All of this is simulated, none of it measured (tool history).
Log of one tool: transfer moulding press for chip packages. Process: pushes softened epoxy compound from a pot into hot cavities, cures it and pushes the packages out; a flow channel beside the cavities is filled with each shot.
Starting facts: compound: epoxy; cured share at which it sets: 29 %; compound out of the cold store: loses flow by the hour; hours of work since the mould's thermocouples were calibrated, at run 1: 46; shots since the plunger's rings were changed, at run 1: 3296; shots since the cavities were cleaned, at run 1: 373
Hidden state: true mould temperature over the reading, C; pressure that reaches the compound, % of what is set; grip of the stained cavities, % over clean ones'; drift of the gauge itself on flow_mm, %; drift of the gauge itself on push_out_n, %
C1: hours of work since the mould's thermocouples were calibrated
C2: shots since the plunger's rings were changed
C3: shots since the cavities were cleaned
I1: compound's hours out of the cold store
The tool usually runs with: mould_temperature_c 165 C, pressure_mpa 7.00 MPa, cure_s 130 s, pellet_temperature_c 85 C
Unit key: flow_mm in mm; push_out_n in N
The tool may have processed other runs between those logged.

{"run": 1, "hour": 0.0, "mould_temperature_c": 165, "pressure_mpa": 7.0, "cure_s": 130, "pellet_temperature_c": 85, "C1": 46, "C2": 3296, "C3": 373, "I1": 21.6, "flow_mm": 959, "push_out_n": 414}
{"run": 2, "hour": 5.9, "mould_temperature_c": 165, "pressure_mpa": 7.0, "cure_s": 114, "pellet_temperature_c": 85, "C1": 50, "C2": 3356, "C3": 433, "I1": 32.1, "flow_mm": 874, "push_out_n": 512}
{"run": 3, "hour": 14.4, "mould_temperature_c": 165, "pressure_mpa": 7.0, "cure_s": 114, "pellet_temperature_c": 85, "C1": 56, "C2": 3444, "C3": 521, "I1": 21.0, "flow_mm": 961, "push_out_n": 566}
{"run": 4, "hour": 21.7, "mould_temperature_c": 165, "pressure_mpa": 7.0, "cure_s": 114, "pellet_temperature_c": 85, "C1": 61, "C2": 3519, "C3": 596, "I1": 27.8, "flow_mm": 916, "push_out_n": 579}
{"run": 5, "hour": 27.5, "mould_temperature_c": 165, "pressure_mpa": 7.0, "cure_s": 114, "pellet_temperature_c": 85, "C1": 65, "C2": 3578, "C3": 655, "I1": 29.3, "flow_mm": 893, "push_out_n": 589}
{"run": 6, "hour": 35.7, "mould_temperature_c": 162, "pressure_mpa": 7.0, "cure_s": 130, "pellet_temperature_c": 85, "C1": 70, "C2": 3662, "C3": 739, "I1": 41.6, "flow_mm": 832, "push_out_n": 557}
{"run": 7, "hour": 43.3, "mould_temperature_c": 165, "pressure_mpa": 7.0, "cure_s": 150, "pellet_temperature_c": 85, "C1": 75, "C2": 3739, "C3": 816, "I1": 45.6, "flow_mm": 782, "push_out_n": 451}
{"run": 8, "hour": 49.8, "mould_temperature_c": 165, "pressure_mpa": 7.0, "cure_s": 150, "pellet_temperature_c": 85, "C1": 79, "C2": 3806, "C3": 883, "I1": 25.1, "flow_mm": 935, "push_out_n": 454}
{"run": 9, "hour": 54.0, "mould_temperature_c": 165, "pressure_mpa": 7.0, "cure_s": 111, "pellet_temperature_c": 85, "C1": 82, "C2": 3849, "C3": 926, "I1": 20.1, "flow_mm": 955, "push_out_n": 675}
{"run": 10, "hour": 59.8, "mould_temperature_c": 165, "pressure_mpa": 7.0, "cure_s": 133, "pellet_temperature_c": 85, "C1": 86, "C2": 3909, "C3": 986, "I1": 32.4, "flow_mm": 881, "push_out_n": 498}
{"hour": 65.3, "done": "cavities cleaned with cleaning compound and waxed"}
{"run": 11, "hour": 65.6, "mould_temperature_c": 165, "pressure_mpa": 7.0, "cure_s": 133, "pellet_temperature_c": 85, "C1": 89, "C2": 3953, "C3": 4, "I1": 25.1, "flow_mm": 932, "push_out_n": 275}
{"run": 12, "hour": 73.6, "mould_temperature_c": 165, "pressure_mpa": 7.0, "cure_s": 130, "pellet_temperature_c": 85, "C1": 94, "C2": 4035, "C3": 86, "I1": 35.6, "flow_mm": 847, "push_out_n": 323}
{"run": 13, "hour": 79.2, "mould_temperature_c": 165, "pressure_mpa": 7.0, "cure_s": 130, "pellet_temperature_c": 85, "C1": 98, "C2": 4092, "C3": 143, "I1": 47.1, "flow_mm": 781, "push_out_n": 345}
{"run": 14, "hour": 86.0, "mould_temperature_c": 165, "pressure_mpa": 7.0, "cure_s": 130, "pellet_temperature_c": 85, "C1": 102, "C2": 4162, "C3": 213, "I1": 38.0, "flow_mm": 846, "push_out_n": 365}
{"run": 15, "hour": 94.9, "mould_temperature_c": 165, "pressure_mpa": 7.0, "cure_s": 130, "pellet_temperature_c": 85, "C1": 108, "C2": 4253, "C3": 304, "I1": 42.8, "flow_mm": 811, "push_out_n": 397}
{"run": 16, "hour": 104.2, "mould_temperature_c": 164, "pressure_mpa": 7.0, "cure_s": 130, "pellet_temperature_c": 76, "C1": 114, "C2": 4348, "C3": 399, "I1": 22.8, "flow_mm": 945, "push_out_n": 471}
{"run": 17, "hour": 113.3, "mould_temperature_c": 164, "pressure_mpa": 7.0, "cure_s": 130, "pellet_temperature_c": 76, "C1": 120, "C2": 4441, "C3": 492, "I1": 10.1, "flow_mm": 1038, "push_out_n": 493}
{"run": 18, "hour": 121.5, "mould_temperature_c": 165, "pressure_mpa": 7.0, "cure_s": 130, "pellet_temperature_c": 79, "C1": 125, "C2": 4526, "C3": 577, "I1": 39.6, "flow_mm": 828, "push_out_n": 447}
{"run": 19, "hour": 129.3, "mould_temperature_c": 167, "pressure_mpa": 6.92, "cure_s": 164, "pellet_temperature_c": 95, "C1": 130, "C2": 4605, "C3": 656, "I1": 21.3, "flow_mm": 928, "push_out_n": 418}
{"run": 20, "hour": 135.8, "mould_temperature_c": 167, "pressure_mpa": 6.92, "cure_s": 164, "pellet_temperature_c": 95, "C1": 135, "C2": 4672, "C3": 723, "I1": 29.7, "flow_mm": 866, "push_out_n": 435}
{"run": 21, "hour": 140.2, "mould_temperature_c": 167, "pressure_mpa": 6.92, "cure_s": 164, "pellet_temperature_c": 95, "C1": 138, "C2": 4717, "C3": 768, "I1": 42.4, "flow_mm": 786, "push_out_n": 434}
{"run": 22, "hour": 145.4, "mould_temperature_c": 167, "pressure_mpa": 6.92, "cure_s": 164, "pellet_temperature_c": 95, "C1": 141, "C2": 4770, "C3": 821, "I1": 15.3, "flow_mm": 963, "push_out_n": 446}

Run 23 is up next; what results do you expect?
{"run": 23, "hour": 154.8, "mould_temperature_c": 172, "pressure_mpa": 6.92, "cure_s": 162, "pellet_temperature_c": 86, "C1": 147, "C2": 4866, "C3": 917, "I1": 20.0, "flow_mm": "?", "push_out_n": "?"}

{"run 23": {"flow_mm": 913, "push_out_n": 439}}
The same run, on a tool lacking any hidden state, would have yielded flow_mm 955 mm, push_out_n 238 N.
